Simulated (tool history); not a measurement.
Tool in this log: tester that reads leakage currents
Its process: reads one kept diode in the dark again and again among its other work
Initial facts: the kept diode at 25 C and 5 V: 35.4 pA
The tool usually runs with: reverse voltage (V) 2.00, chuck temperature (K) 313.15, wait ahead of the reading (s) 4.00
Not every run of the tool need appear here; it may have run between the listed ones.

run	hour	reverse voltage (V)	chuck temperature (K)	wait ahead of the reading (s)	current that the tester gives (pA)
1	0.0	2.00	313.15	4.00	100.40
2	29.7	2.00	313.15	4.00	101.10
3	74.2	2.00	313.15	4.00	101.33
4	103.3	2.00	313.15	4.00	100.50
5	134.8	2.00	313.15	4.00	101.03
6	160.3	3.02	313.15	4.00	117.81
7	199.7	3.02	313.15	4.00	117.96
8	233.5	2.00	313.15	4.00	102.32
9	281.1	2.00	329.15	4.00	367.94
10	316.3	2.00	329.15	4.00	369.58
11	351.6	2.00	313.15	0.39	103.46
12	388.3	2.00	313.15	0.45	102.96
13	437.1	12.62	313.15	0.45	208.65
14	479.6	1.18	313.15	3.91	84.25
15	504.3	1.17	293.15	0.34	14.63
16	530.7	5.15	316.15	0.34	191.12
17	582.5	5.15	316.15	0.34	190.19
18	615.6	2.00	315.15	0.69	122.68
19	643.0	6.26	313.15	1.96	157.69
20	675.2	8.56	298.15	1.96	47.97
21	701.1	3.62	319.15	0.73	214.00
22	745.1	3.62	319.15	0.73	213.66
23	768.8	3.62	319.15	0.73	215.54
24	809.3	4.43	313.15	0.65	141.44
25	855.1	4.43	313.15	0.65	142.12

Removed from this log: 2 entries logged between the listed runs. Between which two listed runs does each belong, and how does the tool's hidden state at the listed run before it compare with that at the listed run after it?
Runs 11 to 12: probe card cleaned and baked (hour 356.9)
  stray current of the dirty probe card, pA a volt: 0.06 -> 0.073; current scale over the true one, %: 0.12 -> 0.13; true chuck temperature over the reading, C: 0.69 -> 0.71
  measured minus no-state result, current that the tester gives (pA): +6.00 -> +6.14
Runs 16 to 17: probe card cleaned and baked, once more (hour 572.9)
  stray current of the dirty probe card, pA a volt: 0.076 -> 0.022; current scale over the true one, %: 0.15 -> 0.16; true chuck temperature over the reading, C: 0.77 -> 0.8
  measured minus no-state result, current that the tester gives (pA): +12.23 -> +12.28
